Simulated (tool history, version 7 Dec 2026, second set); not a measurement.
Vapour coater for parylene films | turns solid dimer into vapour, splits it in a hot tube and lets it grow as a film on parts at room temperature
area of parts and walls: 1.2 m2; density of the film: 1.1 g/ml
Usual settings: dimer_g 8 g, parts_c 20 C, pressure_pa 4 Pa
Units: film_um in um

run,hour,dimer_g,parts_c,pressure_pa,film_um
1,0,8,20,4,4.38
2,11.5,8,20,4,4.35
3,27.9,8,24,4,3.5
4,35.9,8,24,4,3.44
5,47.6,8,24,4,3.54
6,62,8,24,4,3.47
7,75.9,8,24,4,3.44
8,91.4,8,20,4,4.16
9,103.2,8,20,4,4.09
# hour 110.8: trap's valve overhauled
10,120.5,8,20,4,4.63
11,137.1,8,20,4,4.68
12,154.6,8,20,11.55,4.26
13,172.2,8,20,11.55,4.28
14,187.3,8,20,11.55,4.28
15,200.3,8,20,4,4.56
16,217.2,8,24,4,3.73
17,225.1,8,24,4,3.72
18,239.6,7,20,4,3.95
19,251.2,7,20,4,3.93
20,265.3,7,20,4,3.93
21,275.3,8,32,4,2.47
# hour 278: table's thermometer calibrated
22,289,8,32,4,2.5
23,300.9,8,32,4,2.46
24,317,8,32,4,2.44
# hour 328.8: table's thermometer calibrated, once more
25,333.1,7,21,8.35,3.56
26,347.6,7,20,3.01,3.94
27,365.8,7,20,3.01,3.96
28,379,4,27,4.96,1.51
29,393,7,12,4,4.83
30,407.7,11,19,2.17,6.66
31,425.8,6,19,2.17,3.6
32,443.1,8,20,8.8,4.16
33,450.9,9,17,6.95,5.47
34,464.6,5,16,6.95,3.19
35,480.5,5,28,8.43,1.69
36,495.4,8,17,11.88,4.55
37,514.2,8,17,11.88,4.52
38,523.8,8,12,8.84,5.38
39,542.6,5,27,9.46,1.79
40,552.6,5,27,9.46,1.73
41,570.7,5,27,9.46,1.75
42,582.4,8,20,5.49,4.09
43,596.5,8,20,2.3,4.32
# hour 601.9: trap's valve overhauled
44,608.6,8,20,2.3,4.86
45,618,4,20,7.67,2.21
46,629.6,4,20,2.85,2.37
47,639.1,8,12,4.62,5.75

Forecast each of these 3 alternatives for the next run:
A,656.7,8,20,7.74,?
B,656.7,5,20,4,?
C,656.7,8,24,10.72,?

run,film_um
A,4.39
B,2.83
C,3.54
Without the tool's hidden state the same runs would have given:
run,film_um
A,4.49
B,2.89
C,3.62
